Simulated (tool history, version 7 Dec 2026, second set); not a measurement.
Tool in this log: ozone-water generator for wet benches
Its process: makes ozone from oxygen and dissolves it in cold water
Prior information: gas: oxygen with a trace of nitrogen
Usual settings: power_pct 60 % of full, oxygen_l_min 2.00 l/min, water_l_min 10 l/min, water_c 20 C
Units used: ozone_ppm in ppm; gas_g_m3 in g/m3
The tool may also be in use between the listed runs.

run	hour	power_pct	oxygen_l_min	water_l_min	water_c	ozone_ppm	gas_g_m3
1	0.0	60	2.00	10	20	12.0	128.3
2	60.6	60	2.00	10	20	12.0	129.6
3	169.5	60	2.00	14	20	9.0	128.1
# hour 209.7: contactor cleaned
4	319.0	60	2.00	14	20	8.9	127.2
5	468.0	60	2.00	10	20	11.9	126.9
6	607.5	60	2.00	10	20	11.8	128.6
7	667.9	60	2.00	10	15	12.4	126.1
8	796.1	60	2.00	10	20	11.5	128.1
# hour 814.6: contactor cleaned, once more
9	860.7	60	2.00	10	20	12.1	125.7
10	930.0	60	2.00	10	20	11.9	126.0
# hour 939.5: water thermometer calibrated
11	999.4	60	2.00	10	20	12.2	127.1
12	1144.0	60	2.00	10	20	11.9	125.4
13	1281.9	60	2.00	8	20	13.9	126.2
14	1397.4	60	2.00	10	20	12.0	125.9
15	1521.5	60	2.00	10	22	11.6	124.4
16	1629.2	60	2.00	10	22	11.5	123.9
17	1701.9	60	2.00	10	22	11.4	123.7
18	1775.3	59	2.00	10	14	12.8	122.8
19	1894.3	62	2.31	10	24	11.3	114.7
20	1973.2	60	1.27	10	13	12.3	162.5
21	2068.9	92	1.16	10	23	14.2	218.7
22	2156.1	92	1.16	10	23	14.1	217.7
23	2292.3	65	1.16	6	23	17.5	177.4
24	2441.5	65	1.16	6	23	17.3	177.6
25	2539.2	65	1.47	6	21	17.7	153.8
26	2617.4	51	2.11	6	21	14.5	106.3
27	2700.0	51	2.11	6	21	14.5	107.1
28	2797.6	60	1.17	6	20	16.9	169.5
29	2945.5	55	1.11	11	20	9.6	165.0
30	3082.6	55	1.11	11	20	9.8	163.1
31	3169.3	55	1.77	9	20	11.8	123.0
32	3244.5	97	1.15	15	15	10.1	219.8
33	3337.9	97	1.15	15	15	9.9	216.3

4 ways to go on from here, each from the tool as it stands after run 33. What would each give?
A	3401.9	60	2.15	10	20	?	?
B	3401.9	62	1.80	14	15	?	?
C	3401.9	55	1.33	10	20	?	?
D	3401.9	78	2.00	10	23	?	?

run	ozone_ppm	gas_g_m3
A	11.4	114.7
B	8.8	131.0
C	10.5	147.6
D	12.2	137.9
With no hidden state in the tool, these same runs would have given:
run	ozone_ppm	gas_g_m3
A	12.9	126.5
B	10.1	144.6
C	11.8	161.7
D	14.1	154.5

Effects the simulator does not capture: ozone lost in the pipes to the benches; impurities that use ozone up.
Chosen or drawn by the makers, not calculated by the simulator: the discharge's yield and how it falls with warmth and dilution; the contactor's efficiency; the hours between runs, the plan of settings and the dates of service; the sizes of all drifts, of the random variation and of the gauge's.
